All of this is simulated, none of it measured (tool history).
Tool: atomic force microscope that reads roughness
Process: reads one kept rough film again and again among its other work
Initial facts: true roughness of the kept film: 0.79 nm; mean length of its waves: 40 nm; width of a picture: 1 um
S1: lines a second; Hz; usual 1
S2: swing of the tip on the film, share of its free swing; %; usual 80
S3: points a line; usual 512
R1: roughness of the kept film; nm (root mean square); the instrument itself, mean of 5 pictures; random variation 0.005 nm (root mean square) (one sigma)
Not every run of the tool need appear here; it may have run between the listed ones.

run,hour,S1,S2,S3,R1
1,0,1,80,512,0.754
2,33.2,1,80,367,0.749
3,86.6,0.68,80,512,0.753
# hour 115.7: new tip fitted
4,117.2,0.68,80,512,0.747
5,176.6,3.51,80,512,0.694
6,210.1,1,80,512,0.748

Run 7 is up next; what results do you expect?
# hour 264.9: new tip fitted
7,272.6,1,80,512,?

{"run 7": {"R1": 0.746}}
Without the tool's hidden state the same run would have given R1 0.746 nm (root mean square).

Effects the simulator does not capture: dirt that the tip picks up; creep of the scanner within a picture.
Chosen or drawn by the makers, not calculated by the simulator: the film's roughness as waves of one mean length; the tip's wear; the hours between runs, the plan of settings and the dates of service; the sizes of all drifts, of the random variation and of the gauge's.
